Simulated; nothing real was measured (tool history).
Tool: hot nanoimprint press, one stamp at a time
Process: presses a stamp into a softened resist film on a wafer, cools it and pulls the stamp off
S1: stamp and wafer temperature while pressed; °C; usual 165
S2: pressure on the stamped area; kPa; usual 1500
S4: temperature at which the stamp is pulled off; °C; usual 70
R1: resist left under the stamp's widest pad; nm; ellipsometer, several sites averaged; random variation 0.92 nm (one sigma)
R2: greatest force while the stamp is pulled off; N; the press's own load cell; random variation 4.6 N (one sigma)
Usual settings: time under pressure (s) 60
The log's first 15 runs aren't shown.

Run 16, day 18.675: usual settings but S1 175 °C. Result: R1 151.5 nm, R2 299 N.
Run 17, day 20.025: usual settings but S1 175 °C, time under pressure (s) 97, S4 60 °C. Result: R1 121.2 nm, R2 333 N.
Run 18, day 21.125: usual settings but S1 172 °C, time under pressure (s) 115. Result: R1 126.7 nm, R2 303 N.
Run 19, day 21.975: usual settings but S1 164 °C, S2 1040 kPa, time under pressure (s) 37, S4 67 °C. Result: R1 305.7 nm, R2 317 N.
Run 20, day 22.712: usual settings but S1 164 °C, S2 1040 kPa, time under pressure (s) 50, S4 67 °C. Result: R1 278.8 nm, R2 328 N.
Run 21, day 24.492: usual settings but S1 157 °C, S2 2160 kPa, time under pressure (s) 89, S4 59 °C. Result: R1 215.3 nm, R2 361 N.
Run 22, day 25.85: usual settings but S1 157 °C, S2 2160 kPa, time under pressure (s) 89, S4 59 °C. Result: R1 215.9 nm, R2 371 N.
Run 23, day 27.546: usual settings but time under pressure (s) 83. Result: R1 188.5 nm, R2 338 N.
Run 24, day 28.454: usual settings but time under pressure (s) 83. Result: R1 188.1 nm, R2 329 N.
Run 25, day 29.867: usual settings but time under pressure (s) 83. Result: R1 188.8 nm, R2 349 N.
Run 26, day 31.433: usual settings but S1 160 °C, time under pressure (s) 111. Result: R1 203.6 nm, R2 336 N.
At day 31.842: stamp cleaned and given a new release coat.
Run 27, day 33.067: usual settings but S2 1750 kPa, time under pressure (s) 91. Result: R1 166.9 nm, R2 232 N.
Run 28, day 33.904: usual settings but S2 1750 kPa, time under pressure (s) 91. Result: R1 166.5 nm, R2 236 N.
Run 29, day 35.262: usual settings but S2 1690 kPa, time under pressure (s) 92, S4 75 °C. Result: R1 168.9 nm, R2 229 N.
Run 30, day 37: usual settings but S2 1690 kPa, time under pressure (s) 92, S4 75 °C. Result: R1 170.9 nm, R2 235 N.
Run 31, day 38.179: usual settings but S2 1140 kPa, time under pressure (s) 49, S4 61 °C. Result: R1 256.8 nm, R2 262 N.

3 ways to go on from here, each from the tool as it stands after run 31. What would each give?
Run A, day 38.983: usual settings but S2 1140 kPa, time under pressure (s) 49, S4 72 °C. Result: R1 ?, R2 ?.
Run B, day 38.983: usual settings but S1 162 °C, S2 1140 kPa, time under pressure (s) 111, S4 61 °C. Result: R1 ?, R2 ?.
Run C, day 38.983: usual settings but S1 160 °C, S2 950 kPa, S4 66 °C. Result: R1 ?, R2 ?.

run     R1   R2
  A  256.7  248
  B  210.7  254
  C  300.2  262
Without the tool's hidden state the same runs would have given:
run     R1   R2
  A  263.9  225
  B  217.6  230
  C  308.4  238
